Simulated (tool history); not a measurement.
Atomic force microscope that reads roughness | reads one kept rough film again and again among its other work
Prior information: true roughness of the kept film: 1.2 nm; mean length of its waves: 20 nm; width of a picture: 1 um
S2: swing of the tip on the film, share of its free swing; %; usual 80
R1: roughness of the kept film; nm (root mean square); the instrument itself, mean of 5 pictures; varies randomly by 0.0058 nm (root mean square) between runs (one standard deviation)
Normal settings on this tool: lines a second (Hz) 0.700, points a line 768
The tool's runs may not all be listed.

Run 1, hour 0.0: usual settings. Result: R1 1.053 nm (root mean square).
Run 2, hour 51.4: usual settings. Result: R1 0.982 nm (root mean square).
Run 3, hour 86.7: usual settings. Result: R1 0.950 nm (root mean square).
Run 4, hour 122.1: usual settings but points a line 984. Result: R1 0.913 nm (root mean square).
Run 5, hour 148.1: usual settings but points a line 984. Result: R1 0.896 nm (root mean square).
Run 6, hour 184.8: usual settings but points a line 984. Result: R1 0.849 nm (root mean square).
At hour 203.6: new tip fitted.
Run 7, hour 229.7: usual settings but points a line 984. Result: R1 1.012 nm (root mean square).
Run 8, hour 284.7: usual settings but points a line 984. Result: R1 0.952 nm (root mean square).
At hour 288.3: height scale calibrated on a step standard.
Run 9, hour 320.2: usual settings but lines a second (Hz) 3.995, S2 78 %, points a line 984. Result: R1 0.747 nm (root mean square).
Run 10, hour 371.3: usual settings but lines a second (Hz) 3.995, S2 78 %, points a line 984. Result: R1 0.708 nm (root mean square).

Estimate the outcome of run 11 from the log above:
Run 11, hour 400.2: usual settings but lines a second (Hz) 3.995, S2 78 %, points a line 984. Result: R1 ?.

{"run 11": {"R1": 0.689}}
On a tool with no hidden condition, and with the same random variation, this run would have come out at R1 0.865 nm (root mean square).
